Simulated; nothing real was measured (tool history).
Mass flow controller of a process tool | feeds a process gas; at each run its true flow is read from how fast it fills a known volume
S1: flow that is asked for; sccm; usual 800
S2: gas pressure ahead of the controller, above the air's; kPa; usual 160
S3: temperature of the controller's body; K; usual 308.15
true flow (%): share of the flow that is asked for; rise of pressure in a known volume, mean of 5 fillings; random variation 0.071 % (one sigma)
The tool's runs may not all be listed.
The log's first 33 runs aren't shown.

{"hour": 7405.0, "done": "controller exchanged for a calibrated one"}
{"run": 34, "hour": 7568.8, "S1": 800, "S2": 160, "S3": 294.15, "true flow (%)": 103.57}
{"hour": 7673.2, "done": "gauge calibrated"}
{"run": 35, "hour": 7751.0, "S1": 488, "S2": 160, "S3": 298.15, "true flow (%)": 99.64}
{"run": 36, "hour": 7968.3, "S1": 488, "S2": 160, "S3": 298.15, "true flow (%)": 99.87}
{"run": 37, "hour": 8191.0, "S1": 192, "S2": 272, "S3": 295.15, "true flow (%)": 100.02}
{"run": 38, "hour": 8439.6, "S1": 192, "S2": 272, "S3": 295.15, "true flow (%)": 100.44}
{"run": 39, "hour": 8584.3, "S1": 192, "S2": 272, "S3": 295.15, "true flow (%)": 100.4}
{"run": 40, "hour": 8801.1, "S1": 192, "S2": 206, "S3": 301.15, "true flow (%)": 100.66}
{"run": 41, "hour": 9059.0, "S1": 800, "S2": 189, "S3": 308.15, "true flow (%)": 101.39}
{"run": 42, "hour": 9327.9, "S1": 800, "S2": 160, "S3": 300.15, "true flow (%)": 101.28}
{"run": 43, "hour": 9495.3, "S1": 800, "S2": 160, "S3": 300.15, "true flow (%)": 101.48}
{"run": 44, "hour": 9721.7, "S1": 800, "S2": 160, "S3": 300.15, "true flow (%)": 101.51}
{"run": 45, "hour": 9860.7, "S1": 236, "S2": 246, "S3": 298.15, "true flow (%)": 101.74}
{"run": 46, "hour": 10069.4, "S1": 800, "S2": 238, "S3": 308.15, "true flow (%)": 102.62}
{"run": 47, "hour": 10227.7, "S1": 399, "S2": 164, "S3": 309.15, "true flow (%)": 102.25}

Forecast each of these 5 alternatives for the next run:
{"run": "A", "hour": 10349.4, "S1": 182, "S2": 244, "S3": 303.15, "true flow (%)": "?"}
{"run": "B", "hour": 10349.4, "S1": 399, "S2": 167, "S3": 301.15, "true flow (%)": "?"}
{"run": "C", "hour": 10349.4, "S1": 800, "S2": 190, "S3": 311.15, "true flow (%)": "?"}
{"run": "D", "hour": 10349.4, "S1": 513, "S2": 160, "S3": 308.15, "true flow (%)": "?"}
{"run": "E", "hour": 10349.4, "S1": 800, "S2": 279, "S3": 308.15, "true flow (%)": "?"}

run=A true_flow_(%)=102.14
run=B true_flow_(%)=101.86
run=C true_flow_(%)=102.85
run=D true_flow_(%)=102.48
run=E true_flow_(%)=103
Without the tool's hidden state the same runs would have given:
run=A true_flow_(%)=99.83
run=B true_flow_(%)=99.55
run=C true_flow_(%)=100.52
run=D true_flow_(%)=100.16
run=E true_flow_(%)=100.66
